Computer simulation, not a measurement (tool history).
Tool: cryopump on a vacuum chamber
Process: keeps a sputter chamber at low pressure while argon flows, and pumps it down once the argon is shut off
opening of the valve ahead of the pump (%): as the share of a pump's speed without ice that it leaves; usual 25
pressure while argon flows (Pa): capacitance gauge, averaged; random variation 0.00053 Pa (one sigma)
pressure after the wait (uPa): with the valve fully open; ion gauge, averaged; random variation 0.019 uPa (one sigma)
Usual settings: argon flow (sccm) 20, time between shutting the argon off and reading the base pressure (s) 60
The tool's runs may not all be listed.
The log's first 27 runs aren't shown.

run    hour  argon flow (sccm)  time between shutting the argon off and reading the base pressure (s)  opening of the valve ahead of the pump (%)  hours of work since the pump was warmed up and emptied  hours of work since the cold head was overhauled  hours of work since the chamber's fittings were tightened  pressure while argon flows (Pa)  pressure after the wait (uPa)
 28   891.2                 35                                                                    157                                          25                                                     866                                               866                                                       1668                           0.1383                           0.82
 29   928.1                 35                                                                    157                                          25                                                     884                                               884                                                       1687                           0.1395                           0.85
 30   952.7                 35                                                                    157                                          25                                                     896                                               896                                                       1699                           0.1392                           0.85
 31   988.8                 20                                                                     33                                          25                                                     914                                               914                                                       1717                           0.0796                           2.37
 32  1008.3                 14                                                                     88                                          35                                                     924                                               924                                                       1726                           0.0422                           1.17
     1034.4  -- pump warmed up, emptied and cooled again
 33  1034.4                 10                                                                     56                                          35                                                       0                                               934                                                       1737                           0.0242                           1.42
 34  1076.5                 21                                                                     36                                          37                                                      21                                               955                                                       1758                           0.0505                           2.04
 35  1119.3                 11                                                                     36                                          24                                                      42                                               976                                                       1779                           0.0411                           2.07

Forecast each of these 3 alternatives for the next run:
  A  1147.0                 11                                                                    154                                          50                                                      56                                               990                                                       1793                                ?                              ?
  B  1147.0                 20                                                                     60                                          51                                                      56                                               990                                                       1793                                ?                              ?
  C  1147.0                  9                                                                     60                                          25                                                      56                                               990                                                       1793                                ?                              ?

run  pressure while argon flows (Pa)  pressure after the wait (uPa)
  A                           0.0195                           0.71
  B                           0.0353                           1.38
  C                           0.0327                           1.34
Without the tool's hidden state the same runs would have given:
run  pressure while argon flows (Pa)  pressure after the wait (uPa)
  A                           0.0192                           0.54
  B                           0.0346                           1.20
  C                           0.0324                           1.17
